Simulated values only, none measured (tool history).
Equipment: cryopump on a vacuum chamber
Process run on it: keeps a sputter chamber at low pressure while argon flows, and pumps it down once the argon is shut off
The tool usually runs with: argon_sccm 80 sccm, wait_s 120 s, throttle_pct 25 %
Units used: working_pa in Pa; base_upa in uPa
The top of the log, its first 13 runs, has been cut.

run    hour  argon_sccm  wait_s  throttle_pct  hours of work since the pump was warmed up and emptied  hours of work since the cold head was overhauled  hours of work since the chamber's fittings were tightened  working_pa  base_upa
 14   779.9          39     120            25                                                     294                                              2551                                                       1576       0.207      2.86
 15     815          39     120            25                                                     318                                              2575                                                       1599      0.2076      2.88
 16   854.7          39     120            25                                                     345                                              2602                                                       1626      0.2073      2.95
 17   918.6          80     120            25                                                     388                                              2645                                                       1670      0.4309       3.1
      970.6  -- pump warmed up, emptied and cooled again
 18   993.7          80     120            25                                                      16                                              2693                                                       1717      0.4116      2.73
 19  1053.7          80     121            23                                                      56                                              2733                                                       1758       0.447      2.76
 20  1111.3          64      43            38                                                      96                                              2773                                                       1797      0.2196      3.45
 21  1189.5         100      43            38                                                     149                                              2826                                                       1851      0.3499      3.47
 22  1237.5         100      43            38                                                     181                                              2858                                                       1883      0.3477      3.71
 23  1274.2         100     154            38                                                     206                                              2883                                                       1908      0.3502      3.14
 24  1326.3          80      54            27                                                     242                                              2919                                                       1944       0.393       3.7
 25  1381.1          80      54            27                                                     279                                              2956                                                       1981      0.3915      3.81
 26  1424.9          80     291            30                                                     309                                              2986                                                       2011      0.3557      3.26
 27  1464.1          47     161            25                                                     335                                              3012                                                       2037      0.2482      3.53
 28  1547.2          80      55            37                                                     392                                              3069                                                       2094      0.2965      4.08
       1596  -- pump warmed up, emptied and cooled again
 29  1607.2          81     190            24                                                       8                                              3106                                                       2131      0.4334      3.17
 30    1659          34      50            54                                                      43                                              3141                                                       2166      0.0817      3.71
 31  1739.4          80     120            15                                                      97                                              3196                                                       2221      0.6847      3.52
 32  1789.2          80     176            25                                                     131                                              3230                                                       2255      0.4154      3.48
 33  1840.3         139      29            25                                                     166                                              3265                                                       2290       0.727      4.52

What if the next run were any one of these 4? Each begins from the tool's condition after run 33:
  A  1898.9         139      26            27                                                     206                                              3304                                                       2329           ?         ?
  B  1898.9          48      50            31                                                     206                                              3304                                                       2329           ?         ?
  C  1898.9          80      73            23                                                     206                                              3304                                                       2329           ?         ?
  D  1898.9         139     101            25                                                     206                                              3304                                                       2329           ?         ?

run  working_pa  base_upa
  A      0.6788      4.84
  B       0.204      4.15
  C      0.4518      3.96
  D      0.7324      3.85
Had the tool no hidden state, the same runs would have come out as:
run  working_pa  base_upa
  A      0.6545      1.59
  B      0.1956      0.91
  C      0.4379      0.69
  D      0.7081      0.57
